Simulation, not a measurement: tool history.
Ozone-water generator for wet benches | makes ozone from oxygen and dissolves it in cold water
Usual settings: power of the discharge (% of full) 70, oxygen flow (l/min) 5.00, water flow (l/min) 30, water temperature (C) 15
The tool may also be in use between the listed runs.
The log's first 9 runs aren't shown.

| run | day | power of the discharge (% of full) | oxygen flow (l/min) | water flow (l/min) | water temperature (C) | hours of work since the electrodes were changed | hours of work since the contactor was cleaned | hours of work since the thermometer was calibrated | dissolved ozone (ppm) | ozone in the gas ahead of the water (g/m3) |
|---|---|---|---|---|---|---|---|---|---|---|
| 10 | 23.467 | 70 | 5.00 | 30 | 15 | 1851 | 4042 | 906 | 22.9 | 255.4 |
| 11 | 26.667 | 70 | 5.00 | 33 | 15 | 1900 | 4091 | 955 | 21.0 | 253.7 |
| 12 | 29.362 | 70 | 5.00 | 33 | 15 | 1941 | 4132 | 996 | 21.1 | 252.1 |
| 13 | 31.521 | 70 | 5.00 | 30 | 15 | 1974 | 4165 | 1029 | 22.8 | 252.9 |
| 14 | 34.088 | 84 | 5.00 | 30 | 15 | 2013 | 4205 | 1069 | 25.8 | 283.8 |
| 15 | 35.617 | 84 | 5.00 | 30 | 15 | 2037 | 4228 | 1092 | 26.0 | 282.4 |
| 16 | 38.004 | 84 | 5.00 | 30 | 15 | 2073 | 4264 | 1128 | 25.8 | 286.9 |
| 17 | 40.662 | 70 | 8.14 | 40 | 9 | 2114 | 4305 | 1169 | 20.0 | 194.9 |
| 18 | 43.896 | 70 | 8.14 | 24 | 13 | 2163 | 4355 | 1218 | 28.9 | 197.2 |
| 19 | 45.325 | 70 | 8.14 | 24 | 13 | 2185 | 4376 | 1240 | 29.2 | 195.4 |
| 20 | 48.333 | 61 | 5.00 | 39 | 17 | 2231 | 4422 | 1286 | 16.2 | 232.2 |
| 21 | 50.746 | 41 | 7.21 | 39 | 17 | 2268 | 4459 | 1323 | 13.2 | 149.2 |
| 22 | 53.571 | 41 | 7.21 | 39 | 17 | 2311 | 4502 | 1366 | 13.3 | 149.4 |
| 23 | 55.638 | 48 | 3.18 | 41 | 17 | 2343 | 4534 | 1398 | 11.9 | 250.5 |
| 24 | 57.896 | 54 | 4.03 | 30 | 11 | 2377 | 4569 | 1433 | 19.2 | 239.5 |
| 25 | 60.754 | 98 | 2.64 | 21 | 8 | 2421 | 4612 | 1476 | 36.5 | 433.0 |
| 26 | 64.017 | 98 | 2.64 | 31 | 8 | 2471 | 4662 | 1526 | 24.7 | 429.3 |
| 27 | 66.225 | 98 | 2.64 | 31 | 8 | 2505 | 4696 | 1560 | 24.7 | 431.9 |

The next listed run, before its measurement:
| 28 | 68.388 | 98 | 2.64 | 45 | 8 | 2538 | 4729 | 1593 | ? | ? |

{"run 28": {"dissolved ozone (ppm)": 16.1, "ozone in the gas ahead of the water (g/m3)": 433.2}}
Without the tool's hidden state the same run would have given dissolved ozone (ppm) 17.6, ozone in the gas ahead of the water (g/m3) 458.6.

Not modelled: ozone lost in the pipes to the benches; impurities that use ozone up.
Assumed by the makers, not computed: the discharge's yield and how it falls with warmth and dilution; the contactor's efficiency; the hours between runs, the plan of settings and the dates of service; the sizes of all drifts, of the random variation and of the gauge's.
